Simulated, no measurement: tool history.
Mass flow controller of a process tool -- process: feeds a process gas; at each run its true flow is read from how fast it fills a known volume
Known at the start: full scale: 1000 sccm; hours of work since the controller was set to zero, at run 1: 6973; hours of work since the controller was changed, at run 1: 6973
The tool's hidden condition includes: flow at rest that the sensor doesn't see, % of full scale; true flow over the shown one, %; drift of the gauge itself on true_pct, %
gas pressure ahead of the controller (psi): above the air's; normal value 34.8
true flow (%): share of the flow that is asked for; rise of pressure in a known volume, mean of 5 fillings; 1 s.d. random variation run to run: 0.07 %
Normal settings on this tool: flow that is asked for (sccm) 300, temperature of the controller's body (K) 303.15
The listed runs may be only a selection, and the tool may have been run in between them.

run    hour  flow that is asked for (sccm)  gas pressure ahead of the controller (psi)  temperature of the controller's body (K)  hours of work since the controller was set to zero  hours of work since the controller was changed  true flow (%)
  1       0                            300                                        34.8                                    303.15                                                6973                                            6973          98.83
  2   125.3                            300                                        34.8                                    302.15                                                7051                                            7051          98.72
  3   217.6                            300                                        34.8                                    302.15                                                7109                                            7109          98.56
  4   359.1                            300                                        34.8                                    303.15                                                7198                                            7198          98.55
  5     573                            300                                        34.8                                    303.15                                                7332                                            7332          98.41
  6   803.4                            300                                        34.8                                    303.15                                                7476                                            7476          98.35
  7   916.6                            370                                        34.8                                    303.15                                                7547                                            7547          98.59
  8  1086.5                            300                                        28.9                                    303.15                                                7654                                            7654          98.38
  9  1297.2                            300                                        33.8                                    303.15                                                7786                                            7786          98.18
 10  1400.8                            300                                        33.8                                    303.15                                                7851                                            7851          98.15
 11  1600.3                            300                                        33.8                                    303.15                                                7976                                            7976           98.1
     1735.3  -- controller exchanged for a calibrated one
 12  1748.6                            258                                        34.8                                    303.15                                                   8                                               8          97.82
 13    1857                            258                                        34.8                                    303.15                                                  76                                              76          97.84
 14  2016.8                            258                                        34.8                                    303.15                                                 177                                             177          97.84
 15  2123.7                            133                                        34.8                                    303.15                                                 244                                             244          97.49
 16  2221.4                            133                                        34.8                                    303.15                                                 305                                             305          97.38
 17  2432.4                            133                                        34.8                                    303.15                                                 437                                             437          97.21
 18  2623.8                            300                                        34.8                                    303.15                                                 557                                             557          97.53
 19  2800.3                            300                                        34.8                                    303.15                                                 668                                             668          97.38
 20  3027.4                            300                                        34.8                                    303.15                                                 810                                             810          97.25
 21  3217.5                            300                                        34.8                                    303.15                                                 930                                             930          97.21
 22  3409.1                            300                                        34.8                                    303.15                                                1050                                            1050          97.13
 23  3504.2                            300                                        34.8                                    303.15                                                1109                                            1109          97.21
 24  3605.4                            422                                        20.3                                    308.15                                                1173                                            1173          98.13
     3812.9  -- gauge calibrated
 25  3822.1                            422                                        20.3                                    308.15                                                1309                                            1309          99.83
 26  3998.6                            422                                        20.3                                    308.15                                                1420                                            1420          99.64
 27    4221                            885                                        20.3                                    299.15                                                1559                                            1559          99.83
 28  4398.3                            153                                          31                                    304.15                                                1670                                            1670          98.44
 29  4562.2                            622                                        28.1                                    306.15                                                1773                                            1773          99.53
 30  4772.5                            622                                        28.1                                    304.15                                                1905                                            1905           99.3
 31  4877.5                            166                                        34.8                                    303.15                                                1971                                            1971          98.12
 32  5054.5                            475                                        35.4                                    293.15                                                2082                                            2082          97.86
 33    5178                            319                                        24.7                                    298.15                                                2159                                            2159          97.85
 34  5272.1                            213                                        38.1                                    311.15                                                2218                                            2218          98.51
 35  5492.4                            137                                        27.4                                    293.15                                                2356                                            2356          96.73
 36  5704.1                            470                                        27.4                                    293.15                                                2489                                            2489           97.6
 37  5801.6                            470                                        27.4                                    293.15                                                2550                                            2550          97.47
 38  5948.5                            470                                        27.4                                    293.15                                                2643                                            2643          97.52
 39  6101.7                            113                                        26.7                                    296.15                                                2739                                            2739          96.91

Some steps in true flow (%), run to run, broken into two amounts with sign: the step expected even without the hidden condition (settings, incoming material, random variation), and the rest, left for the hidden condition together with whatever gauge scatter is not in both the measured and the hidden-condition-free result:
Run 4 -> 5: nothing adjusted, nothing logged. true flow (%) -0.14: hidden state -0.11, all else -0.03.
Run 5 -> 6: nothing adjusted, nothing logged. true flow (%) -0.06: hidden state -0.11, all else +0.05.
Run 24 -> 25: gauge calibrated. true flow (%) +1.7: hidden state +1.7, all else +0.
Run 27 -> 28: flow that is asked for (sccm) 885 -> 153, gas pressure ahead of the controller (psi) 20.3 -> 31, temperature of the controller's body (K) 299.15 -> 304.15. true flow (%) -1.39: hidden state -0.07, all else -1.32.
Run 34 -> 35: flow that is asked for (sccm) 213 -> 137, gas pressure ahead of the controller (psi) 38.1 -> 27.4, temperature of the controller's body (K) 311.15 -> 293.15. true flow (%) -1.78: hidden state -0.09, all else -1.69.

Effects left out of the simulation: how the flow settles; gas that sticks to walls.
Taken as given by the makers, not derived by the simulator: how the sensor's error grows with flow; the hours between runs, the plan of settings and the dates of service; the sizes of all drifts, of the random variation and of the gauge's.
